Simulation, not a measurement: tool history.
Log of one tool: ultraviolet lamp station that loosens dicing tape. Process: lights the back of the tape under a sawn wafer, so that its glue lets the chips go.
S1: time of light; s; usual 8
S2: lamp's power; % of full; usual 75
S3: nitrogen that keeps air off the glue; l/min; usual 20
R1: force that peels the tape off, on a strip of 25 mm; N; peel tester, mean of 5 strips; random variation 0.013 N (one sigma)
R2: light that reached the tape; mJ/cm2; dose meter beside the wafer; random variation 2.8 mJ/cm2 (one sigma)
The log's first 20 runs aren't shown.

-- hour=812.3 window cleaned of glue's vapour
run 21 hour=824.8 | S1=6 S2=75 S3=20 | R1=1.637 R2=180
run 22 hour=857.1 | S1=6 S2=75 S3=20 | R1=1.747 R2=182
run 23 hour=897.8 | S1=6 S2=75 S3=20 | R1=1.647 R2=174
run 24 hour=927 | S1=7 S2=75 S3=20 | R1=1.493 R2=201
run 25 hour=981.2 | S1=7 S2=75 S3=20 | R1=1.498 R2=195
run 26 hour=1014.8 | S1=5 S2=75 S3=10 | R1=2.456 R2=136
run 27 hour=1064.5 | S1=11 S2=83 S3=19 | R1=0.835 R2=322
-- hour=1115.5 lamp changed
run 28 hour=1120 | S1=11 S2=83 S3=19 | R1=0.341 R2=526
run 29 hour=1151.7 | S1=15 S2=75 S3=18 | R1=0.263 R2=636
-- hour=1185.8 window cleaned of glue's vapour
run 30 hour=1192.9 | S1=7 S2=99 S3=18 | R1=0.556 R2=437
run 31 hour=1248.1 | S1=10 S2=99 S3=18 | R1=0.291 R2=606
run 32 hour=1273.2 | S1=4 S2=69 S3=8 | R1=2.265 R2=164
run 33 hour=1327.8 | S1=4 S2=67 S3=26 | R1=1.665 R2=156
run 34 hour=1374.2 | S1=4 S2=69 S3=6 | R1=2.484 R2=159
run 35 hour=1427.4 | S1=4 S2=69 S3=6 | R1=2.585 R2=156
run 36 hour=1456.5 | S1=8 S2=63 S3=7 | R1=1.655 R2=280
run 37 hour=1479.5 | S1=8 S2=60 S3=20 | R1=1.101 R2=264
run 38 hour=1533.1 | S1=6 S2=94 S3=27 | R1=0.774 R2=299
-- hour=1560.1 window cleaned of glue's vapour
run 39 hour=1585.4 | S1=9 S2=94 S3=18 | R1=0.447 R2=493
run 40 hour=1637 | S1=9 S2=94 S3=18 | R1=0.468 R2=478
run 41 hour=1675 | S1=8 S2=72 S3=22 | R1=0.799 R2=320
run 42 hour=1714.3 | S1=8 S2=72 S3=22 | R1=0.806 R2=313
run 43 hour=1744.5 | S1=8 S2=72 S3=22 | R1=0.842 R2=307
run 44 hour=1792.7 | S1=10 S2=63 S3=17 | R1=0.864 R2=329

3 ways to go on from here, each from the tool as it stands after run 44. What would each give?
run A hour=1831.5 | S1=7 S2=75 S3=7 | R1=? R2=?
run B hour=1831.5 | S1=8 S2=71 S3=20 | R1=? R2=?
run C hour=1831.5 | S1=10 S2=79 S3=17 | R1=? R2=?

run=A R1=1.69 R2=268
run=B R1=0.988 R2=292
run=C R1=0.653 R2=401
Without the tool's hidden state the same runs would have given:
run=A R1=1.34 R2=339
run=B R1=0.693 R2=370
run=C R1=0.43 R2=509
